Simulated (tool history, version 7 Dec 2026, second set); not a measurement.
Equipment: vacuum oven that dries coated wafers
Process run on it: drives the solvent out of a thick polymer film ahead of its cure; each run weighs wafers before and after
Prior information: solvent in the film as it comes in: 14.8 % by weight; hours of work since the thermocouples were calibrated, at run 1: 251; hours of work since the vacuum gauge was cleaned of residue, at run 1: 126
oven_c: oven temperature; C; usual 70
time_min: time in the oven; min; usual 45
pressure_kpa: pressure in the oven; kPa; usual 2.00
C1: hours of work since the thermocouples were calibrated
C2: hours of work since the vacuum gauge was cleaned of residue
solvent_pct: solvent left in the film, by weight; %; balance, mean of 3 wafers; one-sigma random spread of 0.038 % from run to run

{"run": 1, "day": 0.0, "oven_c": 70, "time_min": 45, "pressure_kpa": 2.0, "C1": 251, "C2": 126, "solvent_pct": 3.73}
{"run": 2, "day": 2.196, "oven_c": 70, "time_min": 62, "pressure_kpa": 2.0, "C1": 289, "C2": 164, "solvent_pct": 3.37}
{"run": 3, "day": 4.912, "oven_c": 70, "time_min": 45, "pressure_kpa": 2.0, "C1": 335, "C2": 210, "solvent_pct": 3.72}
{"run": 4, "day": 6.9, "oven_c": 70, "time_min": 45, "pressure_kpa": 2.0, "C1": 369, "C2": 244, "solvent_pct": 3.65}
{"run": 5, "day": 8.858, "oven_c": 70, "time_min": 45, "pressure_kpa": 2.0, "C1": 403, "C2": 277, "solvent_pct": 3.68}
{"run": 6, "day": 10.521, "oven_c": 70, "time_min": 45, "pressure_kpa": 1.5, "C1": 431, "C2": 306, "solvent_pct": 3.01}
{"run": 7, "day": 11.917, "oven_c": 70, "time_min": 45, "pressure_kpa": 1.69, "C1": 455, "C2": 330, "solvent_pct": 3.35}
{"run": 8, "day": 13.408, "oven_c": 70, "time_min": 42, "pressure_kpa": 1.69, "C1": 481, "C2": 355, "solvent_pct": 3.34}
{"run": 9, "day": 15.925, "oven_c": 70, "time_min": 36, "pressure_kpa": 1.79, "C1": 524, "C2": 398, "solvent_pct": 3.89}
{"run": 10, "day": 17.242, "oven_c": 70, "time_min": 36, "pressure_kpa": 1.79, "C1": 546, "C2": 421, "solvent_pct": 3.86}
{"run": 11, "day": 18.646, "oven_c": 70, "time_min": 36, "pressure_kpa": 2.86, "C1": 570, "C2": 445, "solvent_pct": 5.51}

Predict each of these 4 candidate next runs independently; none follows another, all start after run 11:
{"run": "A", "day": 19.808, "oven_c": 68, "time_min": 45, "pressure_kpa": 6.19, "C1": 590, "C2": 465, "solvent_pct": "?"}
{"run": "B", "day": 19.808, "oven_c": 70, "time_min": 54, "pressure_kpa": 2.86, "C1": 590, "C2": 465, "solvent_pct": "?"}
{"run": "C", "day": 19.808, "oven_c": 70, "time_min": 75, "pressure_kpa": 2.0, "C1": 590, "C2": 465, "solvent_pct": "?"}
{"run": "D", "day": 19.808, "oven_c": 70, "time_min": 63, "pressure_kpa": 6.47, "C1": 590, "C2": 465, "solvent_pct": "?"}

run=A solvent_pct=11.31
run=B solvent_pct=5.00
run=C solvent_pct=3.44
run=D solvent_pct=10.61
Take away the tool's hidden state, keep each run's random variation, and the runs would have read:
run=A solvent_pct=10.97
run=B solvent_pct=4.78
run=C solvent_pct=3.27
run=D solvent_pct=10.29
